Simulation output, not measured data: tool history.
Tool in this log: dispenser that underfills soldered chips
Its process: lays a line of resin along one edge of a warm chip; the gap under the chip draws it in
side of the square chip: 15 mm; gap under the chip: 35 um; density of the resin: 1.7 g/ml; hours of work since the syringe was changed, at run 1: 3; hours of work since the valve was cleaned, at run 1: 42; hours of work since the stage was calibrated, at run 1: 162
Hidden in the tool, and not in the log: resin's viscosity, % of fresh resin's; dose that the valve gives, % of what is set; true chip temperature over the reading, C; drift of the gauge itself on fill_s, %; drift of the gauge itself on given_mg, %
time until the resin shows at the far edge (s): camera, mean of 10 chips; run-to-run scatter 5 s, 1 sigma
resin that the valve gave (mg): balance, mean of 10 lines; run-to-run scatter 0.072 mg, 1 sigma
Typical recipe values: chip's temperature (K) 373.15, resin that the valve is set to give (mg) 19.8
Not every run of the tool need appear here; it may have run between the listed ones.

run   hour  chip's temperature (K)  resin that the valve is set to give (mg)  hours of work since the syringe was changed  hours of work since the valve was cleaned  hours of work since the stage was calibrated  time until the resin shows at the far edge (s)  resin that the valve gave (mg)
  1    0.0                  373.15                                      19.8                                            3                                         42                                           162                                           543.7                           19.39
  2    5.9                  373.15                                      19.8                                            6                                         45                                           166                                           605.6                           19.35
      12.7  -- new syringe of resin
  3   13.8                  373.15                                      19.8                                            1                                         50                                           171                                           500.2                           19.47
  4   21.2                  373.15                                      19.8                                            5                                         55                                           176                                           584.9                           19.28
  5   25.6                  373.15                                      19.8                                            8                                         58                                           178                                           648.7                           19.24
      29.3  -- new syringe of resin
  6   30.2                  373.15                                      19.8                                            1                                         61                                           181                                           501.3                           19.37
  7   39.0                  387.15                                      19.8                                            6                                         67                                           187                                           403.3                           19.14
  8   43.2                  387.15                                      19.8                                            9                                         69                                           190                                           440.4                           19.27
      46.3  -- new syringe of resin
  9   47.7                  387.15                                      19.8                                            1                                         72                                           192                                           346.0                           19.25
      54.4  -- dispensing valve cleaned and set on the balance
 10   55.4                  387.15                                      19.8                                            5                                          1                                           197                                           393.7                           19.72
      63.7  -- new syringe of resin
 11   63.7                  387.15                                      19.8                                            0                                          6                                           202                                           339.5                           19.84
 12   69.3                  373.15                                      20.7                                            4                                          9                                           206                                           537.1                           20.57
 13   75.5                  374.15                                      19.8                                            8                                         13                                           210                                           623.3                           19.58
      80.2  -- new syringe of resin
 14   83.7                  374.15                                      19.8                                            2                                         19                                           215                                           512.7                           19.65
 15   89.0                  374.15                                      19.8                                            6                                         22                                           218                                           582.3                           19.48
 16   93.2                  374.15                                      19.8                                            8                                         25                                           221                                           625.6                           19.58
      97.2  -- new syringe of resin
 17  101.7                  374.15                                      19.8                                            3                                         30                                           226                                           506.8                           19.41
 18  106.3                  374.15                                      19.8                                            6                                         33                                           229                                           550.9                           19.43
 19  113.2                  377.15                                      21.1                                           10                                         38                                           234                                           590.1                           20.78
     113.9  -- new syringe of resin
 20  122.7                  380.15                                      19.9                                            6                                         43                                           240                                           484.7                           19.42
     130.6  -- new syringe of resin
 21  130.6                  358.15                                      17.1                                            0                                         48                                           245                                           777.3                           16.75
 22  134.7                  358.15                                      17.1                                            3                                         51                                           247                                           845.5                           16.64
 23  144.3                  358.15                                      17.1                                            9                                         57                                           253                                          1029.3                           16.64
     147.4  -- new syringe of resin
 24  153.4                  358.15                                      17.1                                            4                                         63                                           259                                           867.9                           16.66
 25  159.7                  367.15                                      20.9                                            8                                         67                                           263                                           743.2                           20.19
     164.0  -- new syringe of resin
 26  165.3                  367.15                                      21.4                                            1                                         71                                           267                                           571.5                           20.74
 27  170.7                  362.15                                      19.5                                            4                                         74                                           270                                           751.9                           18.84
     174.3  -- dispensing valve cleaned and set on the balance
 28  177.6                  368.15                                      23.7                                            8                                          2                                           274                                           705.7                           23.65
     181.9  -- new syringe of resin
 29  183.8                  364.15                                      24.2                                            1                                          6                                           278                                           639.4                           23.99
 30  192.4                  358.15                                      20.1                                            7                                         12                                           283                                           928.7                           19.93
     198.4  -- new syringe of resin
 31  199.6                  383.15                                      25.3                                            1                                         16                                           288                                           375.7                           25.02
 32  205.6                  384.15                                      18.9                                            5                                         20                                           292                                           424.8                           18.63
 33  212.8                  377.15                                      17.5                                            9                                         25                                           296                                           601.4                           17.33
     215.1  -- new syringe of resin
 34  217.8                  386.15                                      17.1                                            2                                         28                                           299                                           376.2                           16.90
 35  222.4                  380.15                                      19.8                                            5                                         31                                           302                                           461.7                           19.36

Below, each run's measurement less what the same run would have read without the hidden state. Both values contain the same run-to-run variation, but the gauge's scatter may not be the same in both:
run  time until the resin shows at the far edge (s)  resin that the valve gave (mg)
  1                                           +38.3                           -0.35
  2                                          +107.5                           -0.39
  3                                            +5.8                           -0.43
  4                                           +88.9                           -0.47
  5                                          +146.5                           -0.50
  6                                           -10.1                           -0.52
  7                                           +61.3                           -0.57
  8                                           +97.7                           -0.60
  9                                            -0.9                           -0.63
 10                                           +48.7                           -0.04
 11                                            -9.2                           -0.09
 12                                           +45.0                           -0.13
 13                                          +121.2                           -0.15
 14                                           +24.8                           -0.20
 15                                           +86.0                           -0.23
 16                                          +137.0                           -0.26
 17                                           +23.2                           -0.30
 18                                           +73.3                           -0.33
 19                                          +146.3                           -0.40
 20                                           +69.6                           -0.43
 21                                           -29.6                           -0.41
 22                                           +39.3                           -0.43
 23                                          +226.3                           -0.49
 24                                           +77.8                           -0.53
 25                                          +146.7                           -0.69
 26                                           -19.3                           -0.74
 27                                           +57.6                           -0.71
 28                                          +126.6                           -0.09
 29                                            -5.6                           -0.14
 30                                          +143.0                           -0.17
 31                                            -5.5                           -0.26
 32                                           +45.3                           -0.24
 33                                          +138.6                           -0.25
 34                                            +5.6                           -0.27
 35                                           +47.1                           -0.34

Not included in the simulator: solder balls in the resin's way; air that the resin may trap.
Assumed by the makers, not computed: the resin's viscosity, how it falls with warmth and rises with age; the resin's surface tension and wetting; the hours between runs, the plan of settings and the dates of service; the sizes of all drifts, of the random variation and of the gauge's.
